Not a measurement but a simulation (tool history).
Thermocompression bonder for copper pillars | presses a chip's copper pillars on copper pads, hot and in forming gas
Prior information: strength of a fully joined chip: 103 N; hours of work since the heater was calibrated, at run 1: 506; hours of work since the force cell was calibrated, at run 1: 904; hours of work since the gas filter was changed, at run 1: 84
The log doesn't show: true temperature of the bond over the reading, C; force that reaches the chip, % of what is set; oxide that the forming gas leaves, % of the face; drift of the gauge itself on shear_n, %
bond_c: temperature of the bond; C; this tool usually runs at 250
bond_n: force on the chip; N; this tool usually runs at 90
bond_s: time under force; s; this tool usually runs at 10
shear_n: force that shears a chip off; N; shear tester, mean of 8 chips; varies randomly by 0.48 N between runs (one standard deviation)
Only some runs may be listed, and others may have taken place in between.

run	hour	bond_c	bond_n	bond_s	hours of work since the heater was calibrated	hours of work since the force cell was calibrated	hours of work since the gas filter was changed	shear_n
1	0	250	90	10	506	904	84	62.4
2	12.4	250	81	10	515	913	93	58.5
3	25.9	250	81	10	525	923	103	58.6
4	41	250	81	10	536	934	114	58.4
5	55.5	250	81	10	547	945	125	58.2
6	74.5	241	81	10	561	959	139	54.6
7	87.5	250	90	10	570	968	148	61.9
8	100.2	250	90	10	580	978	158	61.8
9	111.8	250	90	10	588	986	166	62.6
10	129.6	250	60	10	601	999	179	48.7
11	145.9	250	60	10	613	1011	191	48.8
12	161.1	250	60	10	624	1022	202	48.3
13	171.2	250	90	10	632	1030	210	61.7
14	189.1	250	90	10	645	1043	223	61.4
15	197.3	250	96	10	651	1049	229	65
16	214.5	250	96	10	663	1061	241	63.3
# hour 226: forming gas filter changed
17	229	250	90	10	674	1072	2	63.2
18	247.7	250	118	10	687	1085	16	72.4
19	261.2	250	118	10	697	1095	26	71.5
20	273	232	90	10	706	1104	34	52.5
21	291.5	242	112	7	719	1118	48	58.7
22	306.3	242	104	5	730	1128	59	51
23	321.4	234	58	12	741	1139	70	43.2
24	329.9	234	58	12	748	1146	76	43.1
25	340.1	234	66	6	755	1153	84	36.5
26	351.9	250	90	26	764	1162	92	79.8
27	367.5	274	92	19	775	1173	104	86.2
28	380.6	274	109	19	785	1183	113	90.2
29	391.3	244	71	19	793	1191	121	63.7
30	404.6	221	102	21	802	1200	131	62.6
31	421.7	221	102	21	815	1213	143	63.9
32	439.7	221	102	21	828	1226	157	64.1
33	450.6	221	102	10	836	1234	165	50.4
# hour 463.3: force cell calibrated
34	466.5	221	102	10	846	2	175	50.4
35	475.8	224	72	25	853	9	182	59.2
36	493.3	224	72	25	866	22	195	58
37	508.6	243	61	27	877	33	206	64.2
38	524.6	242	90	10	889	45	218	58.4

Results per run with the tool's hidden condition removed, run-to-run variation unchanged:
run	shear_n
1	61.7
2	57.8
3	57.9
4	57.8
5	57.6
6	54
7	61.5
8	61.4
9	62.2
10	48.2
11	48.4
12	47.9
13	61.4
14	61.2
15	64.9
16	63.2
17	61.8
18	71.1
19	70.2
20	51
21	57.4
22	49.7
23	42
24	41.9
25	35.4
26	79.1
27	86.1
28	90.4
29	62.7
30	61.4
31	62.7
32	62.9
33	49.2
34	48.1
35	56.9
36	55.8
37	62.4
38	56.5
